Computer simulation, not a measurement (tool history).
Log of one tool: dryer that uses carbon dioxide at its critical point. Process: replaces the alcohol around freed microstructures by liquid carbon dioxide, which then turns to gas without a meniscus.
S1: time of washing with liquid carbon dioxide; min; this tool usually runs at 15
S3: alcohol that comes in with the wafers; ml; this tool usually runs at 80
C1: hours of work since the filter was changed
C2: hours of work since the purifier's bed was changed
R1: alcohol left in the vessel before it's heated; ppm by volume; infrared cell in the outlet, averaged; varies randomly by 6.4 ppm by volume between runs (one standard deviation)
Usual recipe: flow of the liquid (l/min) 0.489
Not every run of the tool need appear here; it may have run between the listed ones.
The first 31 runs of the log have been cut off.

run 32 hour=502 | S1=13 flow_of_the_liquid_(l/min)=0.673 S3=58 | C1=180 C2=325 | R1=203
run 33 hour=524.3 | S1=13 flow_of_the_liquid_(l/min)=0.673 S3=62 | C1=188 C2=334 | R1=215
run 34 hour=533.6 | S1=11 flow_of_the_liquid_(l/min)=0.73 S3=91 | C1=192 C2=337 | R1=367
run 35 hour=553.7 | S1=11 flow_of_the_liquid_(l/min)=0.304 S3=64 | C1=199 C2=345 | R1=6003
run 36 hour=570.1 | S1=15 flow_of_the_liquid_(l/min)=0.304 S3=30 | C1=205 C2=351 | R1=1258
run 37 hour=592 | S1=21 flow_of_the_liquid_(l/min)=0.613 S3=55 | C1=214 C2=359 | R1=122
run 38 hour=606.5 | S1=21 flow_of_the_liquid_(l/min)=0.505 S3=55 | C1=219 C2=365 | R1=143
run 39 hour=622.2 | S1=21 flow_of_the_liquid_(l/min)=0.505 S3=55 | C1=225 C2=370 | R1=141
run 40 hour=633 | S1=15 flow_of_the_liquid_(l/min)=0.475 S3=55 | C1=229 C2=374 | R1=451
run 41 hour=645.2 | S1=9 flow_of_the_liquid_(l/min)=0.699 S3=82 | C1=234 C2=379 | R1=994
run 42 hour=665.9 | S1=18 flow_of_the_liquid_(l/min)=0.438 S3=32 | C1=242 C2=387 | R1=234
run 43 hour=678.4 | S1=9 flow_of_the_liquid_(l/min)=0.497 S3=80 | C1=246 C2=392 | R1=3427
run 44 hour=689.7 | S1=11 flow_of_the_liquid_(l/min)=0.493 S3=51 | C1=251 C2=396 | R1=1184
run 45 hour=707.9 | S1=15 flow_of_the_liquid_(l/min)=0.538 S3=80 | C1=257 C2=403 | R1=382
run 46 hour=722.9 | S1=21 flow_of_the_liquid_(l/min)=0.489 S3=67 | C1=263 C2=408 | R1=180
run 47 hour=735.8 | S1=18 flow_of_the_liquid_(l/min)=0.301 S3=67 | C1=268 C2=413 | R1=1578

Forecast each of these 4 alternatives for the next run:
run A hour=747.1 | S1=17 flow_of_the_liquid_(l/min)=0.517 S3=22 | C1=272 C2=417 | R1=?
run B hour=747.1 | S1=18 flow_of_the_liquid_(l/min)=0.784 S3=37 | C1=272 C2=417 | R1=?
run C hour=747.1 | S1=15 flow_of_the_liquid_(l/min)=0.492 S3=53 | C1=272 C2=417 | R1=?
run D hour=747.1 | S1=16 flow_of_the_liquid_(l/min)=0.37 S3=65 | C1=272 C2=417 | R1=?

run=A R1=170
run=B R1=137
run=C R1=428
run=D R1=1174
Without the tool's hidden state the same runs would have given:
run=A R1=22
run=B R1=7
run=C R1=174
run=D R1=679

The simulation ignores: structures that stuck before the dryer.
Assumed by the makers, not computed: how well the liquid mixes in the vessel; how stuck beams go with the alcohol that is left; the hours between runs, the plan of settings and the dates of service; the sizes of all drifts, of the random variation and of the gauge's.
